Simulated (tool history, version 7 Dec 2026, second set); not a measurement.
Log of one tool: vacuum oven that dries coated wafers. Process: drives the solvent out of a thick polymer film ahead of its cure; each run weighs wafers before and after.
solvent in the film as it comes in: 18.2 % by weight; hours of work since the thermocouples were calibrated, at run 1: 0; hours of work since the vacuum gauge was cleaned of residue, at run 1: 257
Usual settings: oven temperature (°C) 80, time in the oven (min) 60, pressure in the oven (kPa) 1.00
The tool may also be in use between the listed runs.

run    hour  oven temperature (°C)  time in the oven (min)  pressure in the oven (kPa)  hours of work since the thermocouples were calibrated  hours of work since the vacuum gauge was cleaned of residue  solvent left in the film (%)
  1     0.0                     80                      60                        1.00                                                      0                                                          257                          1.07
  2    93.9                     80                      60                        3.53                                                     72                                                          329                          2.15
  3   161.0                     80                      60                        3.53                                                    123                                                          380                          2.13
  4   249.7                     80                      60                        1.00                                                    191                                                          448                          1.10
  5   355.9                     80                      60                        1.00                                                    272                                                          529                          1.06
  6   440.9                     75                      60                        1.00                                                    337                                                          594                          2.19
  7   537.7                     86                      60                        1.00                                                    411                                                          668                          0.52
  8   622.0                     86                      60                        1.00                                                    476                                                          733                          0.52
  9   688.7                     86                      60                        1.00                                                    526                                                          784                          0.53
 10   742.7                     80                      60                        1.00                                                    568                                                          825                          1.09
 11   817.6                     80                      60                        1.00                                                    625                                                          882                          1.06
      840.5  -- oven's thermocouples calibrated
 12   895.3                     80                      55                        1.00                                                     42                                                          940                          1.30
 13   976.6                     80                      55                        1.00                                                    104                                                         1002                          1.30
 14  1057.3                     80                      33                        1.00                                                    166                                                         1064                          2.80
 15  1159.7                     80                      52                        1.00                                                    244                                                         1142                          1.39
 16  1210.4                     80                      42                        1.00                                                    283                                                         1181                          1.98
 17  1261.8                     80                      42                        1.00                                                    322                                                         1220                          1.96
 18  1366.5                     80                      60                        1.00                                                    402                                                         1300                          1.10
 19  1438.0                     80                      60                        1.00                                                    457                                                         1355                          1.17
 20  1513.6                     80                      60                        1.00                                                    515                                                         1413                          1.12
 21  1561.8                     80                      60                        1.00                                                    551                                                         1449                          1.14
 22  1623.6                     80                      60                        1.00                                                    599                                                         1497                          1.11
     1682.3  -- oven's thermocouples calibrated
 23  1692.3                     80                      60                        1.00                                                      8                                                         1548                          1.28
 24  1781.3                     80                      60                        1.00                                                     76                                                         1616                          1.23
 25  1836.0                     74                      70                        3.67                                                    117                                                         1658                          3.59
 26  1942.2                     73                      70                        0.86                                                    199                                                         1739                          2.43
     1951.4  -- vacuum gauge cleaned of residue and calibrated
 27  1989.3                     70                      53                        0.52                                                    234                                                           29                          4.23
 28  2069.5                     70                      53                        0.52                                                    295                                                           90                          4.22
 29  2135.9                     84                      60                        1.68                                                    346                                                          141                          0.79
 30  2216.0                     89                      60                        1.83                                                    407                                                          202                          0.64
 31  2264.1                     84                      33                        1.01                                                    444                                                          239                          1.61
 32  2320.8                     80                      52                        0.89                                                    487                                                          282                          1.20
 33  2390.1                     80                     101                        2.26                                                    540                                                          335                          1.11
 34  2447.3                     80                      39                        2.17                                                    584                                                          379                          2.55
 35  2519.5                     73                      96                        1.56                                                    639                                                          434                          1.58
     2528.2  -- oven's thermocouples calibrated
 36  2598.3                     73                      96                        1.56                                                     54                                                          493                          1.74
 37  2689.1                     73                      96                        1.56                                                    123                                                          562                          1.83
 38  2769.6                     73                      96                        1.56                                                    185                                                          624                          1.81
 39  2857.3                     78                      31                        0.62                                                    252                                                          691                          3.88
 40  2965.0                     89                      32                        1.98                                                    334                                                          773                          1.18
 41  3025.9                     80                      49                        1.52                                                    381                                                          820                          1.80
 42  3078.1                     88                      62                        2.31                                                    420                                                          860                          0.86
 43  3150.6                     92                      49                        0.84                                                    476                                                          915                          0.34
 44  3199.1                     80                      53                        1.00                                                    513                                                          952                          1.37
 45  3262.7                     80                      53                        1.00                                                    562                                                         1001                          1.45

3 ways to go on from here, each from the tool as it stands after run 45. What would each give?
  A  3358.3                     66                      94                        1.00                                                    635                                                         1074                             ?
  B  3358.3                     80                      53                        0.51                                                    635                                                         1074                             ?
  C  3358.3                     93                      80                        3.25                                                    635                                                         1074                             ?

run  solvent left in the film (%)
  A                          3.61
  B                          1.21
  C                          0.95
Without the tool's hidden state the same runs would have given:
run  solvent left in the film (%)
  A                          3.49
  B                          1.11
  C                          0.85
